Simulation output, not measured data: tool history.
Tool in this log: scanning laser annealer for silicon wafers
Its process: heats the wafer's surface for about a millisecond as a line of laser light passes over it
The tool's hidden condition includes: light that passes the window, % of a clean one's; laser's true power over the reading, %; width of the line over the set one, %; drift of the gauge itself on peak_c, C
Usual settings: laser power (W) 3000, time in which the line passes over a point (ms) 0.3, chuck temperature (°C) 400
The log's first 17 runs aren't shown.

run    hour  laser power (W)  time in which the line passes over a point (ms)  chuck temperature (°C)  hours of work since the window was cleaned  hours of work since the power meter was calibrated  hours of work since the optics were aligned  highest temperature of the surface (°C)
 18   625.3             3000                                            0.262                     400                                         188                                                1146                                         1572                                     1122
 19   671.4             3000                                            0.262                     400                                         214                                                1172                                         1598                                     1123
 20   699.7             3000                                            0.262                     400                                         230                                                1188                                         1615                                     1118
 21   742.2             3000                                            0.249                     400                                         254                                                1212                                         1639                                     1096
 22   788.6             2570                                            0.322                     400                                         281                                                1238                                         1665                                     1062
 23   827.5             3003                                            0.347                     398                                         303                                                1260                                         1687                                     1222
        861  -- optics aligned, line set to its width
 24   874.9             3003                                            0.332                     398                                         327                                                1284                                            8                                     1205
 25   906.9             3103                                              0.3                     400                                         345                                                1302                                           26                                     1198
 26   938.1             3000                                              0.3                     380                                         362                                                1320                                           44                                     1143
 27   971.1             3103                                              0.3                     400                                         381                                                1339                                           62                                     1191
 28  1003.7             2562                                            0.234                     383                                         399                                                1357                                           81                                      936
 29  1026.6             3000                                            0.372                     400                                         412                                                1370                                           94                                     1247
 30  1054.5             2902                                            0.275                     430                                         428                                                1386                                          110                                     1125
     1087.6  -- window over the wafer cleaned
 31  1094.3             3000                                            0.297                     438                                           4                                                1407                                          131                                     1242
 32  1139.5             2902                                            0.219                     411                                          29                                                1433                                          157                                     1067
 33  1161.1             2933                                            0.308                     423                                          42                                                1445                                          169                                     1219
 34  1195.5             2952                                            0.276                     368                                          61                                                1465                                          188                                     1122
 35  1221.3             3000                                            0.257                     407                                          76                                                1479                                          203                                     1143
 36  1248.3             3000                                            0.257                     407                                          91                                                1494                                          218                                     1139
 37  1283.9             3000                                            0.289                     429                                         111                                                1515                                          238                                     1205
 38  1306.9             2571                                            0.257                     412                                         124                                                1528                                          251                                     1019
 39  1341.2             2661                                            0.275                     378                                         144                                                1547                                          271                                     1033
 40  1363.9             2868                                            0.225                     389                                         156                                                1560                                          284                                     1032
 41  1411.4             3085                                            0.313                     384                                         183                                                1587                                          311                                     1209

What if the next run were any one of these 4? Each begins from the tool's condition after run 41:
  A  1449             3255                                            0.286                     384                                         205                                                1608                                          332                                        ?
  B  1449             3018                                            0.328                     400                                         205                                                1608                                          332                                        ?
  C  1449             3183                                            0.321                     400                                         205                                                1608                                          332                                        ?
  D  1449             2807                                            0.263                     413                                         205                                                1608                                          332                                        ?

run  highest temperature of the surface (°C)
  A                                     1221
  B                                     1224
  C                                     1271
  D                                     1084
With no hidden state in the tool, these same runs would have given:
run  highest temperature of the surface (°C)
  A                                     1255
  B                                     1258
  C                                     1306
  D                                     1111

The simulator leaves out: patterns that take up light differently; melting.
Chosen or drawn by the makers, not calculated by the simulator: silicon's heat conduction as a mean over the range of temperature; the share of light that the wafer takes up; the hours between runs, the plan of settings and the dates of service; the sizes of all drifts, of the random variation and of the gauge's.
